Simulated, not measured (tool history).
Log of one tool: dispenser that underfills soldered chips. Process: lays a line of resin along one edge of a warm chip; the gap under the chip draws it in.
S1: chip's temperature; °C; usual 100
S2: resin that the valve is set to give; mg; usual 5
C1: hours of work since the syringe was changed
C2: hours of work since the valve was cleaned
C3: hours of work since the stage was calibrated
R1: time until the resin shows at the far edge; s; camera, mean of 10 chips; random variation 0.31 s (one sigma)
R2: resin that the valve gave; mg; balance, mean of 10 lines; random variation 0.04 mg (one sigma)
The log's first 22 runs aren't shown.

run	hour	S1	S2	C1	C2	C3	R1	R2
# hour 156.3: new syringe of resin
23	160.2	95	6.15	2	5	271	13.9	6.11
24	166.8	110	5	7	9	275	10.9	5
# hour 168.8: new syringe of resin
25	174.1	98	5	3	14	279	12.6	4.87
26	178.3	113	6.03	6	16	282	9.3	5.96
# hour 181.2: new syringe of resin
27	186.7	103	6.37	3	21	287	11.5	6.22
28	192.7	108	5	7	25	291	12.1	4.92
# hour 193.8: new syringe of resin
29	198.2	91	4.81	3	29	294	17.4	4.71
# hour 206.4: new syringe of resin
30	208	100	4.79	1	35	300	10.4	4.62
31	217	100	4.79	7	40	306	16.3	4.63
# hour 218.8: new syringe of resin
32	221.3	107	4.41	2	43	309	8.7	4.24
33	226.7	109	4.31	5	46	312	10.1	4.17
# hour 231.5: new syringe of resin
34	231.5	88	5.25	0	49	315	15.3	5.06
35	237.2	105	5.84	4	53	318	10.8	5.54
# hour 244.3: new syringe of resin
36	246.7	100	6.08	2	58	324	11.1	5.85

Forecast each of these 4 alternatives for the next run:
A	251.3	98	6.18	4	61	327	?	?
B	251.3	114	4.81	4	61	327	?	?
C	251.3	107	6.3	4	61	327	?	?
D	251.3	100	4.32	4	61	327	?	?

run	R1	R2
A	14.5	5.83
B	8.6	4.53
C	10	6.04
D	14.6	4.06
Without the tool's hidden state the same runs would have given:
run	R1	R2
A	9.2	6.15
B	5.6	4.78
C	6.3	6.36
D	9.5	4.28
